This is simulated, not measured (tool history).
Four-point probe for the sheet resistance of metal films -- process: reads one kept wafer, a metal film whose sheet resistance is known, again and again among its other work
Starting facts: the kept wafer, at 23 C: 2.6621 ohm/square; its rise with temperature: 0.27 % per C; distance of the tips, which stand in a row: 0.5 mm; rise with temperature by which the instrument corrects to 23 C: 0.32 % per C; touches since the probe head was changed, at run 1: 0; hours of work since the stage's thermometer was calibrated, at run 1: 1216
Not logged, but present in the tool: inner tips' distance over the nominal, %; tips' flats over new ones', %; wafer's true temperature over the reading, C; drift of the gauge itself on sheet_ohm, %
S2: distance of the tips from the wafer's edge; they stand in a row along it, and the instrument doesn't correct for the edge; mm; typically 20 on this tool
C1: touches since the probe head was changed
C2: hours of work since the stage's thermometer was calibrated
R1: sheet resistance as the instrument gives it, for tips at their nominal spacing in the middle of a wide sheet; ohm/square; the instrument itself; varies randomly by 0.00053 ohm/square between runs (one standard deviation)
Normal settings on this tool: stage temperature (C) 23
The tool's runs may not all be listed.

{"run": 1, "hour": 0.0, "stage temperature (C)": 23, "S2": 20, "C1": 0, "C2": 1216, "R1": 2.662629}
{"run": 2, "hour": 55.6, "stage temperature (C)": 23, "S2": 20, "C1": 2871, "C2": 1255, "R1": 2.662666}
{"run": 3, "hour": 157.1, "stage temperature (C)": 23, "S2": 54, "C1": 8106, "C2": 1326, "R1": 2.662715}
{"run": 4, "hour": 265.2, "stage temperature (C)": 23, "S2": 20, "C1": 13687, "C2": 1401, "R1": 2.662786}
{"run": 5, "hour": 359.5, "stage temperature (C)": 23, "S2": 20, "C1": 18554, "C2": 1468, "R1": 2.662241}
{"run": 6, "hour": 466.3, "stage temperature (C)": 23, "S2": 20, "C1": 24067, "C2": 1542, "R1": 2.662705}
{"run": 7, "hour": 560.2, "stage temperature (C)": 23, "S2": 20, "C1": 28915, "C2": 1608, "R1": 2.662902}
{"run": 8, "hour": 686.7, "stage temperature (C)": 23, "S2": 20, "C1": 35443, "C2": 1697, "R1": 2.662656}
{"run": 9, "hour": 807.0, "stage temperature (C)": 23, "S2": 20, "C1": 41653, "C2": 1781, "R1": 2.662993}
{"run": 10, "hour": 914.6, "stage temperature (C)": 23, "S2": 10, "C1": 47206, "C2": 1857, "R1": 2.665152}
{"run": 11, "hour": 1036.2, "stage temperature (C)": 23, "S2": 10, "C1": 53478, "C2": 1942, "R1": 2.664563}
{"run": 12, "hour": 1167.6, "stage temperature (C)": 23, "S2": 10, "C1": 60262, "C2": 2034, "R1": 2.665148}
{"run": 13, "hour": 1222.6, "stage temperature (C)": 23, "S2": 10, "C1": 63102, "C2": 2072, "R1": 2.663623}
{"run": 14, "hour": 1313.1, "stage temperature (C)": 23, "S2": 10, "C1": 67771, "C2": 2136, "R1": 2.665748}
{"hour": 1319.9, "done": "new probe head fitted"}
{"run": 15, "hour": 1402.7, "stage temperature (C)": 23, "S2": 10, "C1": 4274, "C2": 2198, "R1": 2.666546}
{"run": 16, "hour": 1474.8, "stage temperature (C)": 23, "S2": 31, "C1": 7995, "C2": 2248, "R1": 2.662773}
{"run": 17, "hour": 1564.7, "stage temperature (C)": 23, "S2": 20, "C1": 12639, "C2": 2311, "R1": 2.661549}
{"run": 18, "hour": 1698.6, "stage temperature (C)": 23, "S2": 20, "C1": 19550, "C2": 2405, "R1": 2.662074}
{"run": 19, "hour": 1780.4, "stage temperature (C)": 23, "S2": 20, "C1": 23769, "C2": 2463, "R1": 2.663113}
{"run": 20, "hour": 1894.7, "stage temperature (C)": 23, "S2": 20, "C1": 29669, "C2": 2543, "R1": 2.661931}
{"run": 21, "hour": 1956.3, "stage temperature (C)": 23, "S2": 20, "C1": 32850, "C2": 2586, "R1": 2.663035}
{"run": 22, "hour": 2022.8, "stage temperature (C)": 21, "S2": 20, "C1": 36278, "C2": 2633, "R1": 2.665847}
{"run": 23, "hour": 2130.2, "stage temperature (C)": 19, "S2": 7, "C1": 41823, "C2": 2708, "R1": 2.67378}
{"hour": 2194.5, "done": "stage's thermometer calibrated"}
{"run": 24, "hour": 2206.6, "stage temperature (C)": 26, "S2": 24, "C1": 45740, "C2": 8, "R1": 2.659811}
{"run": 25, "hour": 2310.0, "stage temperature (C)": 26, "S2": 24, "C1": 51077, "C2": 81, "R1": 2.658568}
{"run": 26, "hour": 2434.5, "stage temperature (C)": 34, "S2": 68, "C1": 57501, "C2": 168, "R1": 2.648776}
{"run": 27, "hour": 2547.3, "stage temperature (C)": 24, "S2": 11, "C1": 63327, "C2": 247, "R1": 2.663137}
{"hour": 2638.6, "done": "new probe head fitted"}
{"run": 28, "hour": 2659.8, "stage temperature (C)": 24, "S2": 11, "C1": 1094, "C2": 325, "R1": 2.663986}
{"run": 29, "hour": 2739.4, "stage temperature (C)": 19, "S2": 13, "C1": 5200, "C2": 381, "R1": 2.668823}
{"run": 30, "hour": 2841.8, "stage temperature (C)": 18, "S2": 8, "C1": 10488, "C2": 453, "R1": 2.672988}
{"run": 31, "hour": 2900.3, "stage temperature (C)": 23, "S2": 11, "C1": 13504, "C2": 494, "R1": 2.665016}
{"run": 32, "hour": 2963.7, "stage temperature (C)": 20, "S2": 5, "C1": 16775, "C2": 538, "R1": 2.680876}
{"run": 33, "hour": 3089.3, "stage temperature (C)": 24, "S2": 32, "C1": 23259, "C2": 626, "R1": 2.661035}
{"run": 34, "hour": 3202.9, "stage temperature (C)": 25, "S2": 4, "C1": 29126, "C2": 706, "R1": 2.68163}
{"run": 35, "hour": 3269.9, "stage temperature (C)": 25, "S2": 4, "C1": 32580, "C2": 753, "R1": 2.681857}
{"run": 36, "hour": 3397.3, "stage temperature (C)": 19, "S2": 20, "C1": 39154, "C2": 842, "R1": 2.667088}
{"run": 37, "hour": 3453.0, "stage temperature (C)": 21, "S2": 19, "C1": 42030, "C2": 881, "R1": 2.664801}
{"run": 38, "hour": 3512.7, "stage temperature (C)": 23, "S2": 57, "C1": 45113, "C2": 923, "R1": 2.661973}
{"run": 39, "hour": 3620.9, "stage temperature (C)": 18, "S2": 34, "C1": 50699, "C2": 999, "R1": 2.667732}
{"run": 40, "hour": 3711.8, "stage temperature (C)": 31, "S2": 7, "C1": 55386, "C2": 1063, "R1": 2.659784}
{"run": 41, "hour": 3827.7, "stage temperature (C)": 18, "S2": 21, "C1": 61369, "C2": 1144, "R1": 2.668373}
{"run": 42, "hour": 3922.6, "stage temperature (C)": 23, "S2": 18, "C1": 66268, "C2": 1210, "R1": 2.66254}
{"hour": 3954.7, "done": "new probe head fitted"}
{"run": 43, "hour": 4056.6, "stage temperature (C)": 34, "S2": 25, "C1": 5259, "C2": 1304, "R1": 2.649277}
{"run": 44, "hour": 4113.9, "stage temperature (C)": 23, "S2": 10, "C1": 8216, "C2": 1344, "R1": 2.666363}

Each row is a separate what-if for the run after 44, all from the same tool condition, not one after another. Results?
{"run": "A", "hour": 4195.6, "stage temperature (C)": 19, "S2": 5, "C1": 12435, "C2": 1401, "R1": "?"}
{"run": "B", "hour": 4195.6, "stage temperature (C)": 30, "S2": 5, "C1": 12435, "C2": 1401, "R1": "?"}
{"run": "C", "hour": 4195.6, "stage temperature (C)": 23, "S2": 52, "C1": 12435, "C2": 1401, "R1": "?"}
{"run": "D", "hour": 4195.6, "stage temperature (C)": 35, "S2": 10, "C1": 12435, "C2": 1401, "R1": "?"}
{"run": "E", "hour": 4195.6, "stage temperature (C)": 30, "S2": 34, "C1": 12435, "C2": 1401, "R1": "?"}

run=A R1=2.681783
run=B R1=2.66746
run=C R1=2.66173
run=D R1=2.652104
run=E R1=2.654714
The same runs, with their run-to-run variation unchanged, on a tool lacking any hidden condition would have given:
run=A R1=2.681851
run=B R1=2.667526
run=C R1=2.661797
run=D R1=2.652169
run=E R1=2.65478
